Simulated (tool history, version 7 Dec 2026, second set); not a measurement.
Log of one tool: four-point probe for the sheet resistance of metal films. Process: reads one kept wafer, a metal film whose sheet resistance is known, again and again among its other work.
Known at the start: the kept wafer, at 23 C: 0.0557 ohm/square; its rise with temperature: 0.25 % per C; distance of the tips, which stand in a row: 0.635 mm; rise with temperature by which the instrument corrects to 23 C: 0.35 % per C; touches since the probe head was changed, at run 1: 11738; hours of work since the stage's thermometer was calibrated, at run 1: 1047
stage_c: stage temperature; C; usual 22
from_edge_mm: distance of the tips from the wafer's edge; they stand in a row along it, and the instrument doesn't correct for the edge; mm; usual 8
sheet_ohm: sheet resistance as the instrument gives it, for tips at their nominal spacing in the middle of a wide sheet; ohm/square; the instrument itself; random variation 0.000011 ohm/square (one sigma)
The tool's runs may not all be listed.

run   hour  stage_c  from_edge_mm  touches since the probe head was changed  hours of work since the stage's thermometer was calibrated  sheet_ohm
  1      0       22             8                                     11738                                                        1047   0.055877
  2   26.5       22             8                                     12202                                                        1062   0.055877
  3   53.3       22             8                                     12672                                                        1078   0.055885
  4   71.6       22             8                                     12994                                                        1089   0.055858
  5   89.6       22             8                                     13310                                                        1100   0.055859
  6  122.4       26             8                                     13885                                                        1119   0.055671
  7  137.1       26             8                                     14141                                                        1127   0.055654
  8  161.8       26             8                                     14574                                                        1142   0.055651
  9  179.5       26             8                                     14885                                                        1153   0.055672
 10  198.8       26             8                                     15224                                                        1164   0.055662
 11  226.3       26             8                                     15706                                                        1180   0.055657
 12  255.2       26             8                                     16213                                                        1197   0.055643
 13  283.3       26             8                                     16705                                                        1214   0.055659
 14  307.3       26             8                                     17126                                                        1228   0.055663
 15  326.4       26             8                                     17461                                                        1239    0.05563
 16  359.6       26             8                                     18043                                                        1259   0.055635
 17  389.9       26             8                                     18574                                                        1277   0.055632
 18  415.3       26             8                                     19019                                                        1292   0.055639
 19  437.4       22             8                                     19408                                                        1305   0.055839
 20  465.5       22             8                                     19899                                                        1321   0.055839
 21  489.4       22             8                                     20319                                                        1335   0.055838
 22  522.2       30            19                                     20894                                                        1355   0.055275
 23  543.7       21             8                                     21272                                                        1368   0.055879
 24    575       21             8                                     21820                                                        1386   0.055899
 25  599.6       22             6                                     22251                                                        1401   0.055999
 26  622.2       31            43                                     22648                                                        1414   0.055192
 27  655.5       19             3                                     23232                                                        1434    0.05712
 28  678.4       20            14                                     23633                                                        1447   0.055798
 29  703.6       33            22                                     24074                                                        1462   0.055106
 30  720.4       22            22                                     24370                                                        1472   0.055667
 31  747.3       19            39                                     24841                                                        1488   0.055812
 32  766.4       25            20                                     25177                                                        1499   0.055527
 33  793.8       21             5                                     25657                                                        1515   0.056175
 34  814.5       21             5                                     26020                                                        1527   0.056161
 35  834.8       25            11                                     26376                                                        1539   0.055575
 36  865.4       25            11                                     26912                                                        1557   0.055579
 37  880.6       27             4                                     27179                                                        1566   0.056117
 38  896.2       27             4                                     27452                                                        1576   0.056104
 39  927.9       24             6                                     28007                                                        1594   0.055841
 40  947.1       24             6                                     28346                                                        1606   0.055898
 41  966.3       24             6                                     28681                                                        1617   0.055871

4 ways to go on from here, each from the tool as it stands after run 41. What would each give?
  A  984.4       31            47                                     28998                                                        1628          ?
  B  984.4       20            19                                     28998                                                        1628          ?
  C  984.4       34            53                                     28998                                                        1628          ?
  D  984.4       22            29                                     28998                                                        1628          ?

run  sheet_ohm
  A   0.055184
  B   0.055748
  C   0.055019
  D   0.055651
Without the tool's hidden state the same runs would have given:
run  sheet_ohm
  A   0.055311
  B   0.055874
  C   0.055146
  D   0.055778
